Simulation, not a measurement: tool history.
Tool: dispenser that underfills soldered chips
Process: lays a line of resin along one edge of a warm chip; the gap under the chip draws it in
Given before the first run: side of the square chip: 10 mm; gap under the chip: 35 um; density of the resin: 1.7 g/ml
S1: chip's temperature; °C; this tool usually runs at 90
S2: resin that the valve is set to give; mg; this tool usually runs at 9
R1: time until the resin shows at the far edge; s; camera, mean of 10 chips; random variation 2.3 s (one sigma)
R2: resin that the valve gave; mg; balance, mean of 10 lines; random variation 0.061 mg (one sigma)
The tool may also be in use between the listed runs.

| run | day | S1 | S2 | R1 | R2 |
|---|---|---|---|---|---|
| 1 | 0 | 90 | 9 | 377.4 | 8.75 |
| 2 | 0.138 | 90 | 9 | 437 | 8.58 |
|  | 0.25 | new syringe of resin |
| 3 | 0.338 | 90 | 7.68 | 263.7 | 7.45 |
| 4 | 0.629 | 83 | 9 | 458.9 | 8.68 |
| 5 | 0.808 | 83 | 9 | 549.7 | 8.63 |
|  | 0.942 | new syringe of resin |
| 6 | 1.129 | 76 | 9 | 476.5 | 8.5 |
| 7 | 1.404 | 90 | 9 | 395.1 | 8.59 |
| 8 | 1.588 | 90 | 9 | 492 | 8.57 |
|  | 1.629 | new syringe of resin |
| 9 | 1.767 | 90 | 9 | 270.8 | 8.57 |
| 10 | 1.958 | 88 | 8.9 | 365.4 | 8.51 |
| 11 | 2.096 | 88 | 8.9 | 429.4 | 8.42 |
|  | 2.296 | new syringe of resin |
| 12 | 2.329 | 79 | 9.79 | 353.9 | 9.2 |
| 13 | 2.617 | 82 | 10.34 | 438.2 | 9.69 |
| 14 | 2.933 | 82 | 10.34 | 622.9 | 9.53 |

Forecast each of these 3 alternatives for the next run:
|  | 2.967 | new syringe of resin |
| A | 3.138 | 97 | 9.79 | ? | ? |
|  | 2.967 | new syringe of resin |
| B | 3.138 | 86 | 11.26 | ? | ? |
|  | 2.967 | new syringe of resin |
| C | 3.138 | 81 | 7.85 | ? | ? |

| run | R1 | R2 |
|---|---|---|
| A | 214.6 | 9.08 |
| B | 311.3 | 10.37 |
| C | 397.6 | 7.36 |
Stripped of hidden state, with their random variation kept, the same runs would have yielded:
| run | R1 | R2 |
|---|---|---|
| A | 177.9 | 9.81 |
| B | 259.6 | 11.21 |
| C | 324.7 | 7.95 |
